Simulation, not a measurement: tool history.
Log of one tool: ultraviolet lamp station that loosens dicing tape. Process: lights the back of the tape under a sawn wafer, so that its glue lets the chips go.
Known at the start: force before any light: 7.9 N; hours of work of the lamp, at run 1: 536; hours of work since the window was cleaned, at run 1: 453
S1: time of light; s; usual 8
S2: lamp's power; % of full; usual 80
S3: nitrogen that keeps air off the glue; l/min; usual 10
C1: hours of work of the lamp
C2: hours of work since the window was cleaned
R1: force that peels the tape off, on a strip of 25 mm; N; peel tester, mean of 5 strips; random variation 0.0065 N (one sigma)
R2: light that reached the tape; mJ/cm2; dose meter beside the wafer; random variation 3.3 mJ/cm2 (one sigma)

| run | day | S1 | S2 | S3 | C1 | C2 | R1 | R2 |
|---|---|---|---|---|---|---|---|---|
| 1 | 0 | 8 | 80 | 10 | 536 | 453 | 0.289 | 424 |
| 2 | 1.162 | 8 | 80 | 10 | 553 | 470 | 0.299 | 426 |
| 3 | 2.208 | 8 | 80 | 10 | 567 | 485 | 0.309 | 425 |
| 4 | 3.467 | 8 | 80 | 10 | 585 | 503 | 0.31 | 421 |
|  | 3.967 | window cleaned of glue's vapour |
| 5 | 5.058 | 8 | 80 | 10 | 608 | 16 | 0.283 | 444 |
| 6 | 5.95 | 5 | 80 | 10 | 620 | 28 | 0.778 | 276 |
| 7 | 7.058 | 9 | 80 | 5 | 636 | 44 | 0.39 | 498 |
| 8 | 7.958 | 9 | 80 | 7 | 649 | 57 | 0.295 | 497 |
| 9 | 8.767 | 8 | 88 | 3 | 660 | 68 | 0.651 | 479 |
| 10 | 9.742 | 4 | 63 | 13 | 674 | 82 | 1.542 | 169 |
| 11 | 10.942 | 11 | 80 | 17 | 691 | 99 | 0.158 | 591 |

The same runs without the tool's hidden state, with the same run-to-run variation:
The hidden state here: lamp's light, % of a new lamp's; light that the window lets through, % of a clean one's; drift of the gauge itself on peel_n, %; drift of the gauge itself on dose_mj_cm2, %.
| run | R1 | R2 |
|---|---|---|
| 1 | 0.195 | 524 |
| 2 | 0.199 | 529 |
| 3 | 0.206 | 532 |
| 4 | 0.2 | 530 |
| 5 | 0.21 | 526 |
| 6 | 0.537 | 329 |
| 7 | 0.266 | 597 |
| 8 | 0.209 | 598 |
| 9 | 0.431 | 580 |
| 10 | 1.107 | 206 |
| 11 | 0.148 | 726 |
